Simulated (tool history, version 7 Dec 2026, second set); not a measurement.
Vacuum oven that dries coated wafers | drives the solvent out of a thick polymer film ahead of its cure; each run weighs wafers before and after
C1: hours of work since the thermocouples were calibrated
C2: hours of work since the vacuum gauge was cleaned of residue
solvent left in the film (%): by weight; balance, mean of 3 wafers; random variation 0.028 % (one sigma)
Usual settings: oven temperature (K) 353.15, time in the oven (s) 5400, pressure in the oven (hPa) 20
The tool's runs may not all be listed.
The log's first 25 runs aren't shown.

{"hour": 359.4, "done": "vacuum gauge cleaned of residue and calibrated, once more"}
{"run": 26, "hour": 360.6, "oven temperature (K)": 353.15, "time in the oven (s)": 6840, "pressure in the oven (hPa)": 14.6, "C1": 489, "C2": 1, "solvent left in the film (%)": 1}
{"run": 27, "hour": 373.3, "oven temperature (K)": 342.15, "time in the oven (s)": 8460, "pressure in the oven (hPa)": 56.2, "C1": 495, "C2": 6, "solvent left in the film (%)": 5.82}
{"run": 28, "hour": 385.4, "oven temperature (K)": 351.15, "time in the oven (s)": 3660, "pressure in the oven (hPa)": 20, "C1": 500, "C2": 11, "solvent left in the film (%)": 3.04}
{"run": 29, "hour": 401.7, "oven temperature (K)": 351.15, "time in the oven (s)": 5400, "pressure in the oven (hPa)": 68.9, "C1": 507, "C2": 18, "solvent left in the film (%)": 4.84}
{"run": 30, "hour": 412.4, "oven temperature (K)": 351.15, "time in the oven (s)": 5400, "pressure in the oven (hPa)": 68.9, "C1": 512, "C2": 23, "solvent left in the film (%)": 4.85}
{"run": 31, "hour": 428.8, "oven temperature (K)": 351.15, "time in the oven (s)": 5580, "pressure in the oven (hPa)": 67.4, "C1": 519, "C2": 30, "solvent left in the film (%)": 4.79}
{"run": 32, "hour": 436.3, "oven temperature (K)": 343.15, "time in the oven (s)": 7740, "pressure in the oven (hPa)": 46.4, "C1": 522, "C2": 33, "solvent left in the film (%)": 4.85}
{"run": 33, "hour": 453.2, "oven temperature (K)": 347.15, "time in the oven (s)": 6960, "pressure in the oven (hPa)": 59.2, "C1": 530, "C2": 41, "solvent left in the film (%)": 4.89}
{"run": 34, "hour": 467.5, "oven temperature (K)": 341.15, "time in the oven (s)": 8220, "pressure in the oven (hPa)": 63.9, "C1": 536, "C2": 47, "solvent left in the film (%)": 6.89}
{"run": 35, "hour": 484.7, "oven temperature (K)": 341.15, "time in the oven (s)": 3600, "pressure in the oven (hPa)": 16, "C1": 543, "C2": 55, "solvent left in the film (%)": 6.23}
{"run": 36, "hour": 493.3, "oven temperature (K)": 341.15, "time in the oven (s)": 9360, "pressure in the oven (hPa)": 16, "C1": 547, "C2": 58, "solvent left in the film (%)": 2.34}
{"run": 37, "hour": 509.4, "oven temperature (K)": 357.15, "time in the oven (s)": 5460, "pressure in the oven (hPa)": 22.3, "C1": 554, "C2": 65, "solvent left in the film (%)": 1.28}
{"run": 38, "hour": 524.6, "oven temperature (K)": 357.15, "time in the oven (s)": 5460, "pressure in the oven (hPa)": 22.3, "C1": 561, "C2": 72, "solvent left in the film (%)": 1.32}
{"run": 39, "hour": 537.0, "oven temperature (K)": 348.15, "time in the oven (s)": 5400, "pressure in the oven (hPa)": 17.4, "C1": 566, "C2": 77, "solvent left in the film (%)": 2.33}
{"run": 40, "hour": 551.2, "oven temperature (K)": 348.15, "time in the oven (s)": 5400, "pressure in the oven (hPa)": 17.4, "C1": 572, "C2": 83, "solvent left in the film (%)": 2.35}
{"run": 41, "hour": 566.6, "oven temperature (K)": 348.15, "time in the oven (s)": 5400, "pressure in the oven (hPa)": 17.4, "C1": 579, "C2": 90, "solvent left in the film (%)": 2.32}
{"run": 42, "hour": 581.9, "oven temperature (K)": 355.15, "time in the oven (s)": 7440, "pressure in the oven (hPa)": 24.2, "C1": 586, "C2": 97, "solvent left in the film (%)": 1.37}
{"run": 43, "hour": 599.6, "oven temperature (K)": 353.15, "time in the oven (s)": 8040, "pressure in the oven (hPa)": 13.1, "C1": 593, "C2": 105, "solvent left in the film (%)": 0.89}
{"run": 44, "hour": 609.9, "oven temperature (K)": 353.15, "time in the oven (s)": 8040, "pressure in the oven (hPa)": 13.1, "C1": 598, "C2": 109, "solvent left in the film (%)": 0.9}
{"run": 45, "hour": 620.0, "oven temperature (K)": 360.15, "time in the oven (s)": 2880, "pressure in the oven (hPa)": 13.1, "C1": 602, "C2": 113, "solvent left in the film (%)": 1.49}
{"run": 46, "hour": 633.1, "oven temperature (K)": 367.15, "time in the oven (s)": 5400, "pressure in the oven (hPa)": 31.7, "C1": 608, "C2": 119, "solvent left in the film (%)": 1.08}

Forecast each of these 5 alternatives for the next run:
{"run": "A", "hour": 642.5, "oven temperature (K)": 367.15, "time in the oven (s)": 4980, "pressure in the oven (hPa)": 31.7, "C1": 612, "C2": 123, "solvent left in the film (%)": "?"}
{"run": "B", "hour": 642.5, "oven temperature (K)": 352.15, "time in the oven (s)": 3360, "pressure in the oven (hPa)": 31.7, "C1": 612, "C2": 123, "solvent left in the film (%)": "?"}
{"run": "C", "hour": 642.5, "oven temperature (K)": 341.15, "time in the oven (s)": 5400, "pressure in the oven (hPa)": 20, "C1": 612, "C2": 123, "solvent left in the film (%)": "?"}
{"run": "D", "hour": 642.5, "oven temperature (K)": 353.15, "time in the oven (s)": 3240, "pressure in the oven (hPa)": 31.7, "C1": 612, "C2": 123, "solvent left in the film (%)": "?"}
{"run": "E", "hour": 642.5, "oven temperature (K)": 342.15, "time in the oven (s)": 5400, "pressure in the oven (hPa)": 35.3, "C1": 612, "C2": 123, "solvent left in the film (%)": "?"}

run=A solvent_left_in_the_film_(%)=1.09
run=B solvent_left_in_the_film_(%)=3.68
run=C solvent_left_in_the_film_(%)=4.49
run=D solvent_left_in_the_film_(%)=3.56
run=E solvent_left_in_the_film_(%)=5.38
Without the tool's hidden state the same runs would have given:
run=A solvent_left_in_the_film_(%)=1.14
run=B solvent_left_in_the_film_(%)=4.12
run=C solvent_left_in_the_film_(%)=5.01
run=D solvent_left_in_the_film_(%)=4
run=E solvent_left_in_the_film_(%)=5.94

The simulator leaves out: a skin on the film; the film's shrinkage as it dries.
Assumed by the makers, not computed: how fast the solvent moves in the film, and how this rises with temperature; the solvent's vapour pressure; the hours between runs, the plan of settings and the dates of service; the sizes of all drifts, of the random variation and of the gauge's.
